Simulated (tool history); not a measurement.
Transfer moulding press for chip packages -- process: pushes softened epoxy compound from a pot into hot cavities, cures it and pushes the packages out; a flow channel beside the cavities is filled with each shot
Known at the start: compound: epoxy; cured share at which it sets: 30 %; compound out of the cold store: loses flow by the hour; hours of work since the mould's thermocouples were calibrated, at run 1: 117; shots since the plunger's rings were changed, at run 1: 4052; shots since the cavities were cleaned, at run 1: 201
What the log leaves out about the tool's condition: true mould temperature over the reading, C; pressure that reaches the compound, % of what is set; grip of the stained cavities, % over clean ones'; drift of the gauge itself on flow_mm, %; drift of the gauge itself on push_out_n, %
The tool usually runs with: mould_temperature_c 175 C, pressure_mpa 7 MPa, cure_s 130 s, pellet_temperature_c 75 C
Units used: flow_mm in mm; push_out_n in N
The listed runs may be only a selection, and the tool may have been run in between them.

run,hour,mould_temperature_c,pressure_mpa,cure_s,pellet_temperature_c,hours of work since the mould's thermocouples were calibrated,shots since the plunger's rings were changed,shots since the cavities were cleaned,incoming compound's hours out of the cold store,flow_mm,push_out_n
1,0,175,7,130,75,117,4052,201,42.6,497,335
2,5.6,175,7,130,75,121,4105,254,10,582,370
3,14.7,175,7,130,75,127,4192,341,27.9,531,386
4,27.1,175,7,130,75,135,4311,460,30.7,521,428
# hour 40.3: plunger's sealing rings changed
5,41,175,7,130,75,143,7,569,32.8,554,427
6,48,175,7,168,75,147,74,636,41.1,530,366
7,53.4,175,7,168,75,151,126,688,9.1,622,379
8,62.8,175,7,130,75,157,216,778,26.3,568,478
9,73.6,175,6.73,130,75,165,319,881,32.1,541,496
10,80.3,175,7,130,71,169,383,945,38.4,536,485
11,88.7,175,7,130,82,175,463,1025,42.1,524,493
12,101.5,175,7,130,82,183,586,1148,40.2,527,505
# hour 107.4: cavities cleaned with cleaning compound and waxed
13,113.8,175,5.48,130,82,191,689,61,10.2,545,585
14,119.5,175,5.48,130,82,194,743,115,34.7,481,538
15,130.2,175,5.48,130,82,202,846,218,16.8,522,573
16,143.1,170,7,130,75,210,970,342,11,629,823
17,154.1,177,7,130,77,218,1075,447,29.2,549,500
# hour 156.7: cavities cleaned with cleaning compound and waxed, once more
18,167.6,177,7,130,69,226,1189,104,20.1,572,276
19,174.2,177,7,130,69,230,1253,168,31,541,285
20,181.4,177,7,130,69,235,1321,236,41.3,517,316
21,188.7,171,7,130,69,240,1391,306,25.2,576,492
22,194.6,177,7,130,73,244,1448,363,18.7,575,361
23,202.2,177,7,130,73,249,1520,435,35.3,529,361
24,213.7,173,5.34,136,65,257,1630,545,31.8,480,443
25,225.3,169,7,130,79,264,1741,656,22.4,589,700
26,236.5,181,7,110,74,272,1849,764,32.2,521,439
27,244.3,177,5.3,149,68,277,1923,838,45.5,438,394
28,251.7,177,5.3,149,68,282,1994,909,27.8,473,402

Alternative continuations, all from the tool just after run 28; predict every row:
A,264.5,175,7.17,163,71,291,2117,1032,45.5,?,?
B,264.5,180,6.57,149,79,291,2117,1032,33.5,?,?
C,264.5,177,5.3,149,73,291,2117,1032,34.4,?,?

run,flow_mm,push_out_n
A,512,399
B,502,399
C,456,407
The same runs, with their run-to-run variation unchanged, on a tool lacking any hidden condition would have given:
run,flow_mm,push_out_n
A,530,198
B,519,200
C,472,202

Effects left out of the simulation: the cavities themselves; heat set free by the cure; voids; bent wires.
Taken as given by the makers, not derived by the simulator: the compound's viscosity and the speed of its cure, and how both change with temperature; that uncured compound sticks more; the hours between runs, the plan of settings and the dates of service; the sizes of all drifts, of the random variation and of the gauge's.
